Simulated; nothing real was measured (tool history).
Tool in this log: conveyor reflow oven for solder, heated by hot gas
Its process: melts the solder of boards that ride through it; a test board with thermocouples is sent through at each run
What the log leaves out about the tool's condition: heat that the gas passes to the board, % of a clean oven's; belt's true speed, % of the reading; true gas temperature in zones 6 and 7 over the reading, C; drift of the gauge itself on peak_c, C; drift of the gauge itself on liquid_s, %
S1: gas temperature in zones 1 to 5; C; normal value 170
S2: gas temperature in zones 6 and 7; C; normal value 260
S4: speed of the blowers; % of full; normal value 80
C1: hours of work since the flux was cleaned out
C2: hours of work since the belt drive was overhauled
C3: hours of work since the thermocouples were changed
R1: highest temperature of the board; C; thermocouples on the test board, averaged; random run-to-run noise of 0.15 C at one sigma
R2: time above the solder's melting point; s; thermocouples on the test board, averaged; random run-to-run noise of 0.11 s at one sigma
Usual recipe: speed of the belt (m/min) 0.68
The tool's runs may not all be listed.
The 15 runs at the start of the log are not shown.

run 16 hour=261.7 | S1=170 S2=260 speed_of_the_belt_(m/min)=0.68 S4=80 | C1=399 C2=66 C3=131 | R1=245.6 R2=41.4
run 17 hour=273.5 | S1=175 S2=254 speed_of_the_belt_(m/min)=0.691 S4=66 | C1=405 C2=72 C3=137 | R1=238.9 R2=36.6
-- hour=283.3 belt drive overhauled, speed set with a stopwatch, once more
run 18 hour=294.7 | S1=175 S2=254 speed_of_the_belt_(m/min)=0.691 S4=66 | C1=414 C2=6 C3=146 | R1=238.6 R2=35.6
run 19 hour=316.5 | S1=174 S2=252 speed_of_the_belt_(m/min)=0.77 S4=85 | C1=425 C2=17 C3=157 | R1=235.6 R2=28.7
-- hour=338.4 flux residue cleaned out of gas plates and filters
run 20 hour=345.9 | S1=174 S2=252 speed_of_the_belt_(m/min)=0.77 S4=85 | C1=4 C2=29 C3=169 | R1=238.1 R2=32.2
run 21 hour=364 | S1=163 S2=252 speed_of_the_belt_(m/min)=0.722 S4=56 | C1=13 C2=38 C3=178 | R1=233.5 R2=26.2
run 22 hour=375.6 | S1=163 S2=252 speed_of_the_belt_(m/min)=0.722 S4=56 | C1=19 C2=44 C3=184 | R1=233.5 R2=26.2
run 23 hour=399.7 | S1=163 S2=252 speed_of_the_belt_(m/min)=0.623 S4=56 | C1=31 C2=57 C3=196 | R1=238 R2=37
run 24 hour=424.5 | S1=163 S2=252 speed_of_the_belt_(m/min)=0.623 S4=56 | C1=44 C2=69 C3=209 | R1=238 R2=36.9
run 25 hour=450.4 | S1=163 S2=252 speed_of_the_belt_(m/min)=0.623 S4=56 | C1=57 C2=82 C3=222 | R1=238 R2=36.8
run 26 hour=468.2 | S1=163 S2=252 speed_of_the_belt_(m/min)=0.623 S4=56 | C1=66 C2=91 C3=231 | R1=237.8 R2=36.9
run 27 hour=485.9 | S1=173 S2=260 speed_of_the_belt_(m/min)=0.561 S4=59 | C1=75 C2=100 C3=240 | R1=249.7 R2=56
run 28 hour=501.9 | S1=173 S2=260 speed_of_the_belt_(m/min)=0.561 S4=59 | C1=83 C2=108 C3=248 | R1=249.7 R2=55.8
run 29 hour=528.2 | S1=181 S2=257 speed_of_the_belt_(m/min)=0.68 S4=80 | C1=96 C2=122 C3=262 | R1=245.9 R2=45.5
run 30 hour=542.1 | S1=178 S2=260 speed_of_the_belt_(m/min)=0.553 S4=80 | C1=103 C2=129 C3=269 | R1=252.5 R2=61.2

Alternative continuations, all from the tool just after run 30; predict every row:
run A hour=559.8 | S1=172 S2=261 speed_of_the_belt_(m/min)=0.68 S4=80 | C1=112 C2=138 C3=278 | R1=? R2=?
run B hour=559.8 | S1=164 S2=251 speed_of_the_belt_(m/min)=0.553 S4=65 | C1=112 C2=138 C3=278 | R1=? R2=?
run C hour=559.8 | S1=177 S2=260 speed_of_the_belt_(m/min)=0.71 S4=80 | C1=112 C2=138 C3=278 | R1=? R2=?

run=A R1=248.1 R2=44.1
run=B R1=241.3 R2=47.5
run=C R1=246.6 R2=42.5
What these runs would have given with no unlogged condition in the tool:
run=A R1=249.1 R2=44.8
run=B R1=242 R2=48.4
run=C R1=247.6 R2=43.2

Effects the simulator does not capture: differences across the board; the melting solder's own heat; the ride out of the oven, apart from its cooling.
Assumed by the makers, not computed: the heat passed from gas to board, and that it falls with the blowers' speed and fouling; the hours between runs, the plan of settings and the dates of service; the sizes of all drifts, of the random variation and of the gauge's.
